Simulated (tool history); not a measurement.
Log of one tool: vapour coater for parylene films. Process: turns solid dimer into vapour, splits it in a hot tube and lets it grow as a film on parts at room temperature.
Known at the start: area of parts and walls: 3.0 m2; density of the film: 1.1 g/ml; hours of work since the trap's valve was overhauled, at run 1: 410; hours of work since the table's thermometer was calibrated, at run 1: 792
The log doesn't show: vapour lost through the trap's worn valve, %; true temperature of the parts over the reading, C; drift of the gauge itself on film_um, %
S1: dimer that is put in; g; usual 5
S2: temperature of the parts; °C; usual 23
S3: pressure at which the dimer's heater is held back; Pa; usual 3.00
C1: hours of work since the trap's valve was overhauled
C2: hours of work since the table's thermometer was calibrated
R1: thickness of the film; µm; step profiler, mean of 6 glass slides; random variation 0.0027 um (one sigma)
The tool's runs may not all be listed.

Run 1, hour 0.0: usual settings; C1 410; C2 792. Result: R1 1.100 µm.
Run 2, hour 62.6: usual settings; C1 445; C2 827. Result: R1 1.101 µm.
Run 3, hour 94.8: usual settings; C1 462; C2 845. Result: R1 1.100 µm.
Run 4, hour 136.8: usual settings; C1 486; C2 868. Result: R1 1.098 µm.
At hour 143.7: table's thermometer calibrated.
Run 5, hour 175.3: usual settings; C1 507; C2 18. Result: R1 1.102 µm.
At hour 186.0: trap's valve overhauled.
Run 6, hour 234.7: usual settings; C1 27; C2 48. Result: R1 1.104 µm.
Run 7, hour 296.5: usual settings but S1 2 g, S2 17 °C, S3 3.96 Pa; C1 61; C2 83. Result: R1 0.550 µm.
Run 8, hour 340.5: usual settings but S1 8 g, S2 18 °C, S3 8.09 Pa; C1 86; C2 107. Result: R1 1.995 µm.
Run 9, hour 373.1: usual settings but S1 8 g, S2 18 °C, S3 8.09 Pa; C1 104; C2 125. Result: R1 1.997 µm.
Run 10, hour 415.2: usual settings but S2 27 °C, S3 3.14 Pa; C1 127; C2 149. Result: R1 0.931 µm.

Hidden state or all else? Some run-to-run changes of R1, split into what the settings, what came in and random variation would give without the hidden state, and what is left for the hidden state (with any gauge scatter that isn't in both results):
Run 7 -> 8: S1 2 -> 8, S2 17 -> 18, S3 3.96 -> 8.09. R1 +1.445 µm: hidden state +0.004, all else +1.441.
